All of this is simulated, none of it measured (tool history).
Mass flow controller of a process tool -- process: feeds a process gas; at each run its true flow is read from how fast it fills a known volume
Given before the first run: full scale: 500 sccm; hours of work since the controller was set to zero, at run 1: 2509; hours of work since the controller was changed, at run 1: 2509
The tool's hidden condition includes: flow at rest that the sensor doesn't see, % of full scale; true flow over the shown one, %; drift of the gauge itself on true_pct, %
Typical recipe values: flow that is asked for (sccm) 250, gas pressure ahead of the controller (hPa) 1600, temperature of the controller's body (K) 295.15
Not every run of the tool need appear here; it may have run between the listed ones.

run	hour	flow that is asked for (sccm)	gas pressure ahead of the controller (hPa)	temperature of the controller's body (K)	hours of work since the controller was set to zero	hours of work since the controller was changed	true flow (%)
1	0.0	250	1600	295.15	2509	2509	99.05
2	147.7	250	1600	295.15	2591	2591	99.08
3	235.6	250	1600	295.15	2640	2640	99.09
4	369.9	250	1600	295.15	2715	2715	99.19
5	498.6	250	1600	295.15	2787	2787	99.23
6	573.1	250	1600	295.15	2828	2828	99.19
7	714.4	250	1600	295.15	2907	2907	99.20
8	835.4	250	1470	295.15	2974	2974	99.17
9	983.4	250	1470	295.15	3056	3056	99.23
10	1043.7	250	1600	295.15	3090	3090	99.20
11	1128.9	52	1950	308.15	3138	3138	103.41
12	1200.0	52	1950	308.15	3177	3177	103.40

What will run 13 give?
13	1272.6	448	2270	296.15	3218	3218	?

true flow (%): 99.02
Had the tool carried no hidden state, the very same run would have given true flow (%) 99.52.

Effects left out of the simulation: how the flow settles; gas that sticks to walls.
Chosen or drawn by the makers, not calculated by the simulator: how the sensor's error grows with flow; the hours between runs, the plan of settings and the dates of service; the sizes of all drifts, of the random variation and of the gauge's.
